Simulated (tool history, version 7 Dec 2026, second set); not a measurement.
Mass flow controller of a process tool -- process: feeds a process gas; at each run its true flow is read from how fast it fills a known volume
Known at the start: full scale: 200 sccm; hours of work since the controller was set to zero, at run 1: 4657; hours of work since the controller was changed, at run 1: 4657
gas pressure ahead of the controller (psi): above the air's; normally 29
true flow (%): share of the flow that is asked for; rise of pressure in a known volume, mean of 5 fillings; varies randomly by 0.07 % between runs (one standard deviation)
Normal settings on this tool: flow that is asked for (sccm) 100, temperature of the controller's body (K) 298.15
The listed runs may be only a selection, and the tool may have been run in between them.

run,hour,flow that is asked for (sccm),gas pressure ahead of the controller (psi),temperature of the controller's body (K),hours of work since the controller was set to zero,hours of work since the controller was changed,true flow (%)
1,0,100,29,298.15,4657,4657,98.38
2,267.7,100,29,298.15,4864,4864,98.27
3,433,100,29,312.15,4992,4992,99.86
4,728.3,163,29,298.15,5220,5220,99.84
5,893.8,100,29,300.15,5348,5348,98.46
6,1052.6,100,29,312.15,5471,5471,99.79
7,1300.5,100,29,312.15,5663,5663,99.79
8,1439,100,29,312.15,5771,5771,99.76
9,1755.4,100,29,298.15,6015,6015,98.21
10,2007.5,31,29,298.15,6211,6211,91.77
11,2165.1,31,29,298.15,6333,6333,91.54
12,2358.2,66,39.2,306.15,6482,6482,97.04
# hour 2447.9: controller's zero set anew
13,2621.5,33,33.2,305.15,134,6686,100.51
14,2903.1,33,33.2,305.15,352,6904,100.2
15,3155,200,20.9,298.15,547,7099,101.91
16,3315.7,100,27,304.15,672,7223,101.33
17,3448.2,100,27,304.15,774,7326,101.36
18,3590.4,100,27,304.15,884,7436,101.39
19,3745.9,100,27,304.15,1005,7556,101.16
20,4014.1,26,37,294.15,1212,7764,97.47
21,4266.5,100,30.6,295.15,1408,7959,100.27
22,4572.5,55,33.5,310.15,1645,8196,100.53

Branching from run 22: 4 alternative next runs. What would each branch give?
A,4799.8,29,33.5,310.15,1821,8372,?
B,4799.8,29,39.7,310.15,1821,8372,?
C,4799.8,100,40.2,298.15,1821,8372,?
D,4799.8,73,29,305.15,1821,8372,?

run,true flow (%)
A,98.78
B,98.63
C,100.25
D,100.59
Without the tool's hidden state the same runs would have given:
run,true flow (%)
A,99.51
B,99.36
C,98.85
D,99.51

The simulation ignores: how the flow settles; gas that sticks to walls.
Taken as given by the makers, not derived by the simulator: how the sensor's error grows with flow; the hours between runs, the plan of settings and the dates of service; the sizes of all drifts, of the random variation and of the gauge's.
